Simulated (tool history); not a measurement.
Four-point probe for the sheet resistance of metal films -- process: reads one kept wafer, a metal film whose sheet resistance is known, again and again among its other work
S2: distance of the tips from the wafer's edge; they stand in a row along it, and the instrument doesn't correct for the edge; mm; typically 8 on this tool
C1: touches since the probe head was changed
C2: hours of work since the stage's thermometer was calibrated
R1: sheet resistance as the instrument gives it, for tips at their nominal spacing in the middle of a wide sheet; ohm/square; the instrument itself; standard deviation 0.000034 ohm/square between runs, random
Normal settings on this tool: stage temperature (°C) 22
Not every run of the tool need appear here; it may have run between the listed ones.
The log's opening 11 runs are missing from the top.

{"run": 12, "hour": 897.4, "stage temperature (°C)": 22, "S2": 55, "C1": 212176, "C2": 2636, "R1": 0.171518}
{"run": 13, "hour": 960.9, "stage temperature (°C)": 22, "S2": 55, "C1": 214895, "C2": 2686, "R1": 0.171514}
{"run": 14, "hour": 1044.6, "stage temperature (°C)": 22, "S2": 8, "C1": 218481, "C2": 2752, "R1": 0.172144}
{"hour": 1134.3, "done": "stage's thermometer calibrated"}
{"run": 15, "hour": 1147.5, "stage temperature (°C)": 22, "S2": 8, "C1": 222862, "C2": 10, "R1": 0.172778}
{"run": 16, "hour": 1220.0, "stage temperature (°C)": 22, "S2": 8, "C1": 225964, "C2": 67, "R1": 0.172821}
{"run": 17, "hour": 1307.7, "stage temperature (°C)": 22, "S2": 8, "C1": 229721, "C2": 136, "R1": 0.172923}
{"run": 18, "hour": 1355.1, "stage temperature (°C)": 22, "S2": 17, "C1": 231750, "C2": 174, "R1": 0.172422}
{"run": 19, "hour": 1415.5, "stage temperature (°C)": 22, "S2": 17, "C1": 234332, "C2": 221, "R1": 0.1724}
{"run": 20, "hour": 1495.4, "stage temperature (°C)": 22, "S2": 17, "C1": 237755, "C2": 284, "R1": 0.172568}
{"hour": 1541.7, "done": "new probe head fitted"}
{"run": 21, "hour": 1574.4, "stage temperature (°C)": 22, "S2": 17, "C1": 1401, "C2": 345, "R1": 0.171879}
{"run": 22, "hour": 1627.2, "stage temperature (°C)": 22, "S2": 8, "C1": 3659, "C2": 387, "R1": 0.172361}
{"run": 23, "hour": 1681.5, "stage temperature (°C)": 22, "S2": 8, "C1": 5983, "C2": 429, "R1": 0.172352}
{"run": 24, "hour": 1730.8, "stage temperature (°C)": 26, "S2": 5, "C1": 8096, "C2": 468, "R1": 0.173298}
{"run": 25, "hour": 1834.9, "stage temperature (°C)": 26, "S2": 5, "C1": 12551, "C2": 550, "R1": 0.173381}

What will run 26 give?
{"run": 26, "hour": 1926.9, "stage temperature (°C)": 32, "S2": 5, "C1": 16488, "C2": 622, "R1": "?"}

{"run 26": {"R1": 0.173465}}
The same run, on a tool lacking any hidden state, would have yielded R1 0.172793 ohm/square.
